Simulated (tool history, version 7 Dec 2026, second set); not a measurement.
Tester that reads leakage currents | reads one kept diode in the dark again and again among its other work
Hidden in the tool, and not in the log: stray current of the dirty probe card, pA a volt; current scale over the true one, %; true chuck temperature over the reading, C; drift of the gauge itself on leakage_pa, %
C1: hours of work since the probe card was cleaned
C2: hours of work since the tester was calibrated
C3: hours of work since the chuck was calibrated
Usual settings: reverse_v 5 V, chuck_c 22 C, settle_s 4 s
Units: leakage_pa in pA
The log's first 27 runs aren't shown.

{"run": 28, "hour": 1119.3, "reverse_v": 2.88, "chuck_c": 22, "settle_s": 0.45, "C1": 1620, "C2": 1253, "C3": 404, "leakage_pa": 90.61}
{"run": 29, "hour": 1154.7, "reverse_v": 2.88, "chuck_c": 22, "settle_s": 0.45, "C1": 1635, "C2": 1268, "C3": 420, "leakage_pa": 90.49}
{"run": 30, "hour": 1212.6, "reverse_v": 2.88, "chuck_c": 22, "settle_s": 5.37, "C1": 1660, "C2": 1293, "C3": 445, "leakage_pa": 89.28}
{"run": 31, "hour": 1270.3, "reverse_v": 1.75, "chuck_c": 28, "settle_s": 0.3, "C1": 1685, "C2": 1318, "C3": 470, "leakage_pa": 115.96}
{"run": 32, "hour": 1325.5, "reverse_v": 10.56, "chuck_c": 22, "settle_s": 6.37, "C1": 1709, "C2": 1342, "C3": 494, "leakage_pa": 168.89}
{"run": 33, "hour": 1387.1, "reverse_v": 10.56, "chuck_c": 22, "settle_s": 6.37, "C1": 1736, "C2": 1369, "C3": 520, "leakage_pa": 169.96}
{"run": 34, "hour": 1416.9, "reverse_v": 10.56, "chuck_c": 22, "settle_s": 6.37, "C1": 1749, "C2": 1382, "C3": 533, "leakage_pa": 169.39}
{"run": 35, "hour": 1478.1, "reverse_v": 4.49, "chuck_c": 34, "settle_s": 0.8, "C1": 1775, "C2": 1408, "C3": 560, "leakage_pa": 292.84}
{"run": 36, "hour": 1534.0, "reverse_v": 4.49, "chuck_c": 34, "settle_s": 0.8, "C1": 1799, "C2": 1432, "C3": 584, "leakage_pa": 291.08}
{"run": 37, "hour": 1581.8, "reverse_v": 4.49, "chuck_c": 52, "settle_s": 6.66, "C1": 1820, "C2": 1453, "C3": 604, "leakage_pa": 1120.81}
{"run": 38, "hour": 1618.1, "reverse_v": 2.27, "chuck_c": 53, "settle_s": 2.44, "C1": 1836, "C2": 1469, "C3": 620, "leakage_pa": 872.5}
{"run": 39, "hour": 1673.0, "reverse_v": 4.35, "chuck_c": 31, "settle_s": 0.37, "C1": 1859, "C2": 1492, "C3": 644, "leakage_pa": 227.83}
{"run": 40, "hour": 1714.7, "reverse_v": 14.69, "chuck_c": 29, "settle_s": 9.72, "C1": 1877, "C2": 1510, "C3": 662, "leakage_pa": 346.74}
{"run": 41, "hour": 1773.4, "reverse_v": 5, "chuck_c": 23, "settle_s": 4, "C1": 1903, "C2": 1536, "C3": 687, "leakage_pa": 126.51}

3 ways to go on from here, each from the tool as it stands after run 41. What would each give?
{"run": "A", "hour": 1808.4, "reverse_v": 12.02, "chuck_c": 41, "settle_s": 7.17, "C1": 1918, "C2": 1551, "C3": 702, "leakage_pa": "?"}
{"run": "B", "hour": 1808.4, "reverse_v": 5, "chuck_c": 27, "settle_s": 4, "C1": 1918, "C2": 1551, "C3": 702, "leakage_pa": "?"}
{"run": "C", "hour": 1808.4, "reverse_v": 1.12, "chuck_c": 49, "settle_s": 0.52, "C1": 1918, "C2": 1551, "C3": 702, "leakage_pa": "?"}

run=A leakage_pa=800.47
run=B leakage_pa=175.34
run=C leakage_pa=469.43
Without the tool's hidden state the same runs would have given:
run=A leakage_pa=799.24
run=B leakage_pa=172.73
run=C leakage_pa=475.02
